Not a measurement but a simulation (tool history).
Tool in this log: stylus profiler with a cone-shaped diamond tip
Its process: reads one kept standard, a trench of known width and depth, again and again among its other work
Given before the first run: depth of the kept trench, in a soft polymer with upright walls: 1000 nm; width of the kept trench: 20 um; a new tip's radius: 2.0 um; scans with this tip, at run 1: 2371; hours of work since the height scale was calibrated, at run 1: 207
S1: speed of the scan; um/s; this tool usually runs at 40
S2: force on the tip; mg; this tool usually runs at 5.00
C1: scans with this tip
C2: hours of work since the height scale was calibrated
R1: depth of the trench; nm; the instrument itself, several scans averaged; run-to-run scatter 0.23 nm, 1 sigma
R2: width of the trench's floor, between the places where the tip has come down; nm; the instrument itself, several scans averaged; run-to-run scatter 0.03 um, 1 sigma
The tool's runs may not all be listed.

run	day	S1	S2	C1	C2	R1	R2
1	0.000	40	5.00	2371	207	1009.73	15860
2	0.779	40	5.00	2509	219	1009.57	15890
3	1.396	118	5.00	2619	229	1009.59	15560
4	1.879	118	5.00	2705	236	1009.23	15530
5	2.704	75	5.00	2852	249	1009.97	15700
6	3.525	40	5.00	2998	262	1009.76	15810
7	4.154	40	5.00	3109	271	1009.81	15790
8	4.554	11	5.00	3180	278	1009.65	15830
9	5.188	40	2.33	3293	287	1005.89	15610
10	5.762	115	2.33	3396	296	1006.36	15210
11	6.400	40	2.33	3509	306	1006.33	15600
12	7.075	40	6.14	3629	317	1010.80	15690
13	7.575	80	6.14	3718	325	1011.08	15580
14	8.371	80	6.14	3859	337	1011.13	15510
15	8.812	80	6.14	3938	344	1011.17	15470
16	9.479	80	6.14	4057	354	1011.38	15560
17	10.204	40	5.00	4185	365	1009.67	15540
18	10.700	40	5.00	4274	373	1010.43	15560
19	11.379	40	5.00	4394	384	1009.90	15540
20	12.012	138	5.00	4507	393	1009.60	15070
21	12.492	40	5.00	4592	401	1009.76	15510
22	12.871	40	5.00	4660	407	1009.63	15460
23	13.442	40	2.60	4761	416	1006.83	15420
24	13.946	50	6.66	4851	423	1012.04	15440
25	14.642	14	3.81	4974	434	1008.44	15520
26	15.342	153	3.10	5099	445	1007.82	14740
27	15.967	40	10.86	5210	455	1015.78	15450
28	16.867	89	3.67	5370	469	1008.89	15040
29	17.275	29	9.93	5443	475	1015.45	15400
30	18.079	29	9.93	5585	488	1015.16	15420
31	18.562	142	7.77	5671	495	1013.29	14970
32	19.204	12	7.89	5786	505	1013.41	15390
33	19.888	21	3.37	5907	516	1008.48	15310
34	20.467	63	2.57	6010	525	1007.10	15050
35	21.058	102	8.56	6115	534	1014.07	15050
36	21.629	12	6.24	6217	543	1011.91	15290
37	22.075	92	11.11	6296	550	1016.31	15140
38	22.654	92	11.11	6399	559	1016.66	15130
39	23.533	92	11.11	6555	572	1016.37	15020
40	23.950	138	1.80	6630	579	1005.54	14320
41	24.638	74	3.79	6752	589	1008.95	14920
42	25.279	74	2.59	6866	599	1007.31	14800

How would selected steps in R1 from run to run divide? Give the signed amount a tool lacking its hidden state would still show from settings, what came in and random variation, and the signed amount left for the hidden state, including any gauge scatter that is not in both of the compared results.
Hidden state present: radius of the tip, um; height scale over the true one, %; drift of the gauge itself on depth_nm, %; drift of the gauge itself on floor_um, %.
Run 1 -> 2: no setting touched and nothing written in the log between the runs. R1 -0.16 nm: hidden state +0.03, all else -0.19.
Run 13 -> 14: no setting touched and nothing written in the log between the runs. R1 +0.05 nm: hidden state +0.04, all else +0.01.
Run 26 -> 27: S1 153 -> 40, S2 3.10 -> 10.86. R1 +7.96 nm: hidden state +0.03, all else +7.93.
Run 34 -> 35: S1 63 -> 102, S2 2.57 -> 8.56. R1 +6.97 nm: hidden state +0.03, all else +6.94.
Run 38 -> 39: no setting touched and nothing written in the log between the runs. R1 -0.29 nm: hidden state +0.04, all else -0.33.
Run 39 -> 40: S1 92 -> 138, S2 11.11 -> 1.80. R1 -10.83 nm: hidden state +0.00, all else -10.83.
